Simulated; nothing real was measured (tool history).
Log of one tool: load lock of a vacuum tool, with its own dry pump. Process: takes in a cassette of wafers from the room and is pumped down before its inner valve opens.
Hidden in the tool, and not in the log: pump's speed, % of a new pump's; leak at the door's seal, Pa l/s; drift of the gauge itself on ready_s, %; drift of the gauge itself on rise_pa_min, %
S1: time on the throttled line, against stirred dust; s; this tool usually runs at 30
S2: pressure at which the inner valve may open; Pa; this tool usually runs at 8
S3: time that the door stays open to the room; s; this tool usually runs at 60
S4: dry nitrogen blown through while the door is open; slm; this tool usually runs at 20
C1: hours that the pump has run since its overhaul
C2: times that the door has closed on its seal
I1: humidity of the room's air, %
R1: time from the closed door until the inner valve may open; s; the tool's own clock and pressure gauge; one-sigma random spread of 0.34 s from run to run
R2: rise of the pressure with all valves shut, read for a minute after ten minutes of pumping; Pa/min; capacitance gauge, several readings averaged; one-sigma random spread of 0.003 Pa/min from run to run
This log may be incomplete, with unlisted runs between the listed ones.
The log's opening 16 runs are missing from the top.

{"run": 17, "hour": 7392.8, "S1": 30, "S2": 8, "S3": 178, "S4": 20, "C1": 11326, "C2": 25946, "I1": 44.5, "R1": 41.1, "R2": 0.196}
{"run": 18, "hour": 7935.8, "S1": 30, "S2": 8, "S3": 178, "S4": 20, "C1": 11869, "C2": 27398, "I1": 46.8, "R1": 40.9, "R2": 0.204}
{"run": 19, "hour": 8523.4, "S1": 30, "S2": 8, "S3": 178, "S4": 20, "C1": 12457, "C2": 28969, "I1": 46.8, "R1": 40.6, "R2": 0.229}
{"run": 20, "hour": 8913.7, "S1": 30, "S2": 8, "S3": 105, "S4": 28, "C1": 12847, "C2": 30012, "I1": 44.1, "R1": 40.8, "R2": 0.214}
{"run": 21, "hour": 9472.2, "S1": 36, "S2": 8, "S3": 60, "S4": 4, "C1": 13406, "C2": 31505, "I1": 44.5, "R1": 46.6, "R2": 0.256}
{"run": 22, "hour": 9926.0, "S1": 30, "S2": 14, "S3": 60, "S4": 20, "C1": 13860, "C2": 32718, "I1": 48.3, "R1": 40.7, "R2": 0.241}
{"run": 23, "hour": 10229.3, "S1": 29, "S2": 10, "S3": 60, "S4": 20, "C1": 14163, "C2": 33529, "I1": 41.1, "R1": 40, "R2": 0.241}
{"run": 24, "hour": 10598.9, "S1": 29, "S2": 10, "S3": 60, "S4": 20, "C1": 14533, "C2": 34517, "I1": 45.9, "R1": 39.4, "R2": 0.263}
{"run": 25, "hour": 10844.3, "S1": 30, "S2": 8, "S3": 147, "S4": 15, "C1": 14778, "C2": 35173, "I1": 48.1, "R1": 41.4, "R2": 0.289}
{"run": 26, "hour": 11304.5, "S1": 30, "S2": 12, "S3": 60, "S4": 20, "C1": 15238, "C2": 36403, "I1": 44.4, "R1": 41.2, "R2": 0.278}
{"run": 27, "hour": 11611.9, "S1": 43, "S2": 8, "S3": 60, "S4": 20, "C1": 15545, "C2": 37225, "I1": 45, "R1": 53, "R2": 0.284}
{"run": 28, "hour": 11874.5, "S1": 43, "S2": 8, "S3": 77, "S4": 10, "C1": 15808, "C2": 37927, "I1": 46.3, "R1": 53.4, "R2": 0.31}
{"run": 29, "hour": 12183.8, "S1": 18, "S2": 7, "S3": 77, "S4": 10, "C1": 16117, "C2": 38754, "I1": 46.7, "R1": 31, "R2": 0.316}
{"run": 30, "hour": 12503.9, "S1": 29, "S2": 12, "S3": 77, "S4": 26, "C1": 16437, "C2": 39610, "I1": 45.8, "R1": 40, "R2": 0.307}
{"run": 31, "hour": 12791.8, "S1": 30, "S2": 6, "S3": 100, "S4": 20, "C1": 16725, "C2": 40380, "I1": 45.1, "R1": 42.4, "R2": 0.323}
{"run": 32, "hour": 13201.7, "S1": 30, "S2": 6, "S3": 100, "S4": 20, "C1": 17135, "C2": 41476, "I1": 45.6, "R1": 41.6, "R2": 0.345}
{"run": 33, "hour": 13572.6, "S1": 32, "S2": 8, "S3": 47, "S4": 32, "C1": 17506, "C2": 42467, "I1": 46.2, "R1": 44, "R2": 0.332}
{"run": 34, "hour": 14063.4, "S1": 30, "S2": 7, "S3": 60, "S4": 9, "C1": 17997, "C2": 43779, "I1": 47.5, "R1": 41.4, "R2": 0.373}
{"run": 35, "hour": 14377.2, "S1": 30, "S2": 8, "S3": 53, "S4": 20, "C1": 18311, "C2": 44618, "I1": 46.6, "R1": 42.5, "R2": 0.377}
{"run": 36, "hour": 14898.3, "S1": 18, "S2": 8, "S3": 154, "S4": 23, "C1": 18832, "C2": 46011, "I1": 45.5, "R1": 30.8, "R2": 0.395}
{"run": 37, "hour": 15234.0, "S1": 18, "S2": 8, "S3": 154, "S4": 23, "C1": 19168, "C2": 46909, "I1": 46.8, "R1": 31.3, "R2": 0.416}
{"run": 38, "hour": 15492.9, "S1": 18, "S2": 7, "S3": 154, "S4": 23, "C1": 19426, "C2": 47601, "I1": 46.2, "R1": 32, "R2": 0.408}

Forecast each of these 3 alternatives for the next run:
{"run": "A", "hour": 16069.0, "S1": 30, "S2": 15, "S3": 60, "S4": 20, "C1": 20003, "C2": 49141, "I1": 44, "R1": "?", "R2": "?"}
{"run": "B", "hour": 16069.0, "S1": 30, "S2": 11, "S3": 84, "S4": 5, "C1": 20003, "C2": 49141, "I1": 44.1, "R1": "?", "R2": "?"}
{"run": "C", "hour": 16069.0, "S1": 18, "S2": 11, "S3": 154, "S4": 23, "C1": 20003, "C2": 49141, "I1": 44.8, "R1": "?", "R2": "?"}

run=A R1=41 R2=0.427
run=B R1=41.7 R2=0.456
run=C R1=30.9 R2=0.433
The same runs, with their run-to-run variation unchanged, on a tool lacking any hidden condition would have given:
run=A R1=39 R2=0.037
run=B R1=39.6 R2=0.065
run=C R1=28.5 R2=0.048
